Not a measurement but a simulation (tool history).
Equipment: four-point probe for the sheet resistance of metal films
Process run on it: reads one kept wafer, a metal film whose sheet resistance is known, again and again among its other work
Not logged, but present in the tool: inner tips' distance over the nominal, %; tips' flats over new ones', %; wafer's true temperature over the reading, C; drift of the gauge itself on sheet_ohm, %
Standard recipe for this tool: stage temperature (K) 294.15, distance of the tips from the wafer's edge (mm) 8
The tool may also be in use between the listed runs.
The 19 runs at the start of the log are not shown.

run,hour,stage temperature (K),distance of the tips from the wafer's edge (mm),touches since the probe head was changed,hours of work since the stage's thermometer was calibrated,sheet resistance as the instrument gives it (ohm/square)
20,728.6,301.15,18,26206,1875,0.226481
21,754.8,301.15,18,26666,1892,0.226479
22,798.3,301.15,18,27430,1922,0.226386
23,850.6,301.15,18,28347,1957,0.226472
24,884.6,301.15,18,28944,1980,0.226387
25,907.7,298.15,12,29350,1996,0.226349
26,936.2,298.15,6,29851,2016,0.22886
27,973.1,305.15,65,30498,2041,0.226815
28,1020.1,305.15,65,31325,2073,0.226698
29,1043.9,305.15,65,31742,2089,0.226686
30,1068.9,292.15,5,32181,2106,0.229001
31,1104.3,299.15,14,32804,2130,0.22621
32,1156.1,299.15,14,33713,2165,0.226196
33,1209.6,296.15,7,34652,2201,0.227412
34,1257.7,297.15,6,35497,2234,0.228476
35,1293.8,297.15,6,36131,2258,0.228503
36,1338.5,304.15,6,36917,2289,0.229764
37,1362.5,295.15,16,37338,2305,0.225193
38,1385,299.15,44,37734,2321,0.225471

Predict each of these 3 candidate next runs independently; none follows another, all start after run 38:
A,1412.5,294.15,10,38216,2339,?
B,1412.5,303.15,4,38216,2339,?
C,1412.5,297.15,6,38216,2339,?

run,sheet resistance as the instrument gives it (ohm/square)
A,0.225756
B,0.233466
C,0.228374
Had the tool no hidden state, the same runs would have come out as:
run,sheet resistance as the instrument gives it (ohm/square)
A,0.22606
B,0.233763
C,0.228675
